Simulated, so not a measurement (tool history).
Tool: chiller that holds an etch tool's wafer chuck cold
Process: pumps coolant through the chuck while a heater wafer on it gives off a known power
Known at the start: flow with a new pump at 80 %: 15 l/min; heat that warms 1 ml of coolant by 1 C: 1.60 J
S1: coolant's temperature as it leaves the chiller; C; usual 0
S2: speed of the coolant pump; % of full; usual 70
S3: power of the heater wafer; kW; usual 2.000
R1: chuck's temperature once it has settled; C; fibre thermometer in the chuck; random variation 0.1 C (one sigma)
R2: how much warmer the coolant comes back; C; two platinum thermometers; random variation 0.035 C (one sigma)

run 1 day=0.000 | S1=0 S2=70 S3=2.000 | R1=25.8 R2=5.90
run 2 day=3.954 | S1=0 S2=70 S3=2.000 | R1=26.0 R2=5.94
run 3 day=6.646 | S1=0 S2=70 S3=2.000 | R1=26.1 R2=5.94
run 4 day=8.733 | S1=0 S2=81 S3=2.000 | R1=24.1 R2=5.12
run 5 day=10.671 | S1=1 S2=70 S3=2.000 | R1=27.1 R2=5.95
run 6 day=12.333 | S1=0 S2=70 S3=2.075 | R1=27.3 R2=6.14
run 7 day=14.138 | S1=0 S2=70 S3=2.075 | R1=27.2 R2=6.25
run 8 day=16.462 | S1=0 S2=70 S3=2.000 | R1=26.2 R2=5.99
run 9 day=19.508 | S1=0 S2=70 S3=2.098 | R1=27.7 R2=6.20
run 10 day=23.338 | S1=0 S2=70 S3=2.098 | R1=27.8 R2=6.32
run 11 day=27.204 | S1=-7 S2=70 S3=2.098 | R1=21.0 R2=6.28
run 12 day=30.212 | S1=3 S2=70 S3=2.000 | R1=29.8 R2=6.02
run 13 day=33.283 | S1=3 S2=70 S3=2.000 | R1=29.6 R2=6.01
run 14 day=35.833 | S1=3 S2=71 S3=2.000 | R1=29.7 R2=5.94
run 15 day=39.000 | S1=0 S2=95 S3=2.000 | R1=22.8 R2=4.47
run 16 day=41.058 | S1=0 S2=70 S3=2.000 | R1=27.3 R2=6.07
run 17 day=42.879 | S1=0 S2=70 S3=2.000 | R1=27.2 R2=6.06
run 18 day=45.408 | S1=0 S2=93 S3=1.504 | R1=17.5 R2=3.42
run 19 day=48.162 | S1=0 S2=93 S3=1.504 | R1=17.5 R2=3.49
run 20 day=50.483 | S1=0 S2=93 S3=1.504 | R1=17.7 R2=3.51
run 21 day=52.608 | S1=-4 S2=99 S3=1.282 | R1=10.5 R2=2.82
run 22 day=55.496 | S1=-9 S2=70 S3=1.939 | R1=17.6 R2=5.96
run 23 day=59.029 | S1=0 S2=78 S3=1.005 | R1=12.8 R2=2.84
run 24 day=62.004 | S1=-2 S2=89 S3=2.000 | R1=22.4 R2=4.84
run 25 day=64.467 | S1=1 S2=86 S3=1.558 | R1=20.4 R2=3.91
run 26 day=67.683 | S1=5 S2=75 S3=1.359 | R1=23.0 R2=3.89
run 27 day=70.571 | S1=10 S2=69 S3=1.347 | R1=28.8 R2=4.24
run 28 day=73.750 | S1=0 S2=63 S3=2.000 | R1=29.8 R2=6.94
run 29 day=76.658 | S1=0 S2=63 S3=2.000 | R1=29.8 R2=6.95
run 30 day=79.925 | S1=0 S2=63 S3=2.000 | R1=30.1 R2=6.95
run 31 day=82.192 | S1=0 S2=63 S3=2.000 | R1=29.9 R2=6.91
run 32 day=84.958 | S1=0 S2=92 S3=1.145 | R1=13.8 R2=2.76
run 33 day=87.221 | S1=0 S2=92 S3=1.145 | R1=11.4 R2=2.71

Taken out of this log: 1 entry between the listed runs. Where each belongs, and how the hidden state differs across it:
Between runs 32 and 33: coolant changed, channels flushed (day 86.050)
  heat passed by the chuck's channels, % of clean ones': 80 -> 99.5; flow at a given pump speed, % of a new pump's: 91.2 -> 91; coolant's true temperature over the reading, C: -0.55 -> -0.56
  measured less the result without the state, R1: +2.6 -> +0.1 C; R2: +0.24 -> +0.25 C
